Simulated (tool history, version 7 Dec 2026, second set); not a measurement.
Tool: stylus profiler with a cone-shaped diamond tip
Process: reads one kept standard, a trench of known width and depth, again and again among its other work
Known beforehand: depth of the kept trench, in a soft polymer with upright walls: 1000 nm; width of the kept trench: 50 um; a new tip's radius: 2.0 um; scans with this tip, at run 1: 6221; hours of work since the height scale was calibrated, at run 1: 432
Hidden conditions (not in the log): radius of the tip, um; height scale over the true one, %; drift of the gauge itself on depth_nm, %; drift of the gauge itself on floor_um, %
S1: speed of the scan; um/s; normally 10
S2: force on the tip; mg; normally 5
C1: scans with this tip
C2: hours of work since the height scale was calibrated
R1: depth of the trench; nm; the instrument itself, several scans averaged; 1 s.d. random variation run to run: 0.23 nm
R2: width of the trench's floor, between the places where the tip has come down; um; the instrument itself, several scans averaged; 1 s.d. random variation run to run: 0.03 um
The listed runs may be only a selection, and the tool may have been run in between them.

{"run": 1, "hour": 0.0, "S1": 10, "S2": 5, "C1": 6221, "C2": 432, "R1": 1018.02, "R2": 45.79}
{"run": 2, "hour": 73.0, "S1": 10, "S2": 5, "C1": 6644, "C2": 461, "R1": 1017.57, "R2": 45.71}
{"run": 3, "hour": 130.4, "S1": 10, "S2": 5, "C1": 6978, "C2": 484, "R1": 1017.3, "R2": 45.69}
{"run": 4, "hour": 167.2, "S1": 10, "S2": 5, "C1": 7191, "C2": 499, "R1": 1017.6, "R2": 45.63}
{"run": 5, "hour": 237.1, "S1": 7, "S2": 5, "C1": 7597, "C2": 527, "R1": 1017.2, "R2": 45.62}
{"hour": 246.1, "done": "height scale calibrated on a step standard"}
{"run": 6, "hour": 323.9, "S1": 7, "S2": 5, "C1": 8098, "C2": 31, "R1": 1016.35, "R2": 45.57}
{"run": 7, "hour": 396.5, "S1": 10, "S2": 5, "C1": 8520, "C2": 61, "R1": 1016.5, "R2": 45.47}
{"hour": 406.4, "done": "height scale calibrated on a step standard, once more"}
{"run": 8, "hour": 434.9, "S1": 10, "S2": 5, "C1": 8740, "C2": 11, "R1": 1019.85, "R2": 45.47}
{"run": 9, "hour": 523.0, "S1": 10, "S2": 5, "C1": 9251, "C2": 47, "R1": 1019.62, "R2": 45.44}
{"run": 10, "hour": 565.3, "S1": 10, "S2": 5, "C1": 9497, "C2": 64, "R1": 1019.46, "R2": 45.38}

Run 11 has not been measured yet. What should we expect?
{"run": 11, "hour": 615.5, "S1": 29, "S2": 10.86, "C1": 9788, "C2": 84, "R1": "?", "R2": "?"}

{"run 11": {"R1": 1033.4, "R2": 45.35}}
Without the tool's hidden state the same run would have given R1 1033.52 nm, R2 46.52 um.
